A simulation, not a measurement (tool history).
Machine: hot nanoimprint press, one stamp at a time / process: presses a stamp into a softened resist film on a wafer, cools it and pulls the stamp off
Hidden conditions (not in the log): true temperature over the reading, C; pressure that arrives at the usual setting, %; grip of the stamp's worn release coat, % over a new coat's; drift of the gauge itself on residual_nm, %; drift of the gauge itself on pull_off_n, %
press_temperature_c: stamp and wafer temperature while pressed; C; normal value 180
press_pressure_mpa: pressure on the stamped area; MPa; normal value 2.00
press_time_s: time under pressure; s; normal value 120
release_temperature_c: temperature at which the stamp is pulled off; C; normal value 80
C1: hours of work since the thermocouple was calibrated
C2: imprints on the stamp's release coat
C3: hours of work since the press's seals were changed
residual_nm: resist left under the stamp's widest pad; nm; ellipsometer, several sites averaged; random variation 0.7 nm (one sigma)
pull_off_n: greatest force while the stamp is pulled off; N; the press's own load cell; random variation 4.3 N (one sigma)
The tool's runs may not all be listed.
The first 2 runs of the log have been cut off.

run 3 hour=19.7 | press_temperature_c=174 press_pressure_mpa=2.00 press_time_s=120 release_temperature_c=80 | C1=358 C2=1349 C3=195 | residual_nm=439.0 pull_off_n=275
run 4 hour=30.7 | press_temperature_c=180 press_pressure_mpa=2.00 press_time_s=120 release_temperature_c=82 | C1=365 C2=1387 C3=202 | residual_nm=371.3 pull_off_n=267
run 5 hour=40.5 | press_temperature_c=180 press_pressure_mpa=2.00 press_time_s=120 release_temperature_c=82 | C1=371 C2=1421 C3=209 | residual_nm=371.2 pull_off_n=274
run 6 hour=56.2 | press_temperature_c=180 press_pressure_mpa=2.00 press_time_s=120 release_temperature_c=82 | C1=381 C2=1476 C3=219 | residual_nm=371.0 pull_off_n=278
run 7 hour=69.0 | press_temperature_c=180 press_pressure_mpa=2.00 press_time_s=120 release_temperature_c=80 | C1=389 C2=1521 C3=227 | residual_nm=369.2 pull_off_n=287
run 8 hour=76.8 | press_temperature_c=180 press_pressure_mpa=1.76 press_time_s=120 release_temperature_c=80 | C1=394 C2=1548 C3=232 | residual_nm=388.8 pull_off_n=284
run 9 hour=91.8 | press_temperature_c=180 press_pressure_mpa=1.76 press_time_s=120 release_temperature_c=80 | C1=404 C2=1600 C3=242 | residual_nm=388.7 pull_off_n=285
-- hour=95.7 plate thermocouple calibrated
run 10 hour=104.5 | press_temperature_c=180 press_pressure_mpa=1.76 press_time_s=120 release_temperature_c=80 | C1=6 C2=1634 C3=248 | residual_nm=381.8 pull_off_n=286
run 11 hour=119.7 | press_temperature_c=180 press_pressure_mpa=1.76 press_time_s=120 release_temperature_c=80 | C1=15 C2=1686 C3=258 | residual_nm=381.2 pull_off_n=273
run 12 hour=129.8 | press_temperature_c=180 press_pressure_mpa=1.76 press_time_s=120 release_temperature_c=80 | C1=22 C2=1722 C3=264 | residual_nm=381.6 pull_off_n=292
run 13 hour=137.6 | press_temperature_c=180 press_pressure_mpa=1.76 press_time_s=120 release_temperature_c=80 | C1=27 C2=1749 C3=269 | residual_nm=382.0 pull_off_n=283
run 14 hour=150.8 | press_temperature_c=184 press_pressure_mpa=2.00 press_time_s=120 release_temperature_c=80 | C1=36 C2=1795 C3=278 | residual_nm=323.3 pull_off_n=308
run 15 hour=159.7 | press_temperature_c=184 press_pressure_mpa=2.00 press_time_s=120 release_temperature_c=80 | C1=41 C2=1826 C3=284 | residual_nm=323.2 pull_off_n=298
run 16 hour=173.3 | press_temperature_c=180 press_pressure_mpa=2.36 press_time_s=86 release_temperature_c=84 | C1=50 C2=1873 C3=292 | residual_nm=384.6 pull_off_n=273
run 17 hour=185.8 | press_temperature_c=180 press_pressure_mpa=2.36 press_time_s=86 release_temperature_c=84 | C1=58 C2=1917 C3=300 | residual_nm=383.9 pull_off_n=280
run 18 hour=196.3 | press_temperature_c=173 press_pressure_mpa=2.00 press_time_s=120 release_temperature_c=76 | C1=65 C2=1953 C3=307 | residual_nm=446.4 pull_off_n=322
run 19 hour=205.7 | press_temperature_c=173 press_pressure_mpa=2.00 press_time_s=120 release_temperature_c=76 | C1=71 C2=1986 C3=313 | residual_nm=446.2 pull_off_n=327
run 20 hour=214.7 | press_temperature_c=180 press_pressure_mpa=1.75 press_time_s=134 release_temperature_c=68 | C1=77 C2=2018 C3=319 | residual_nm=369.8 pull_off_n=365
run 21 hour=222.6 | press_temperature_c=178 press_pressure_mpa=1.75 press_time_s=134 release_temperature_c=68 | C1=82 C2=2045 C3=324 | residual_nm=393.1 pull_off_n=375
run 22 hour=231.2 | press_temperature_c=186 press_pressure_mpa=3.14 press_time_s=81 release_temperature_c=74 | C1=87 C2=2075 C3=330 | residual_nm=294.5 pull_off_n=326

The next listed run, before its measurement:
run 23 hour=242.5 | press_temperature_c=172 press_pressure_mpa=3.04 press_time_s=81 release_temperature_c=79 | C1=95 C2=2114 C3=337 | residual_nm=? pull_off_n=?

Run 23 yielded residual_nm 449.6 nm, pull_off_n 315 N.
If the tool had no hidden condition, the same run with the same run-to-run variation would have returned residual_nm 445.7 nm, pull_off_n 215 N.
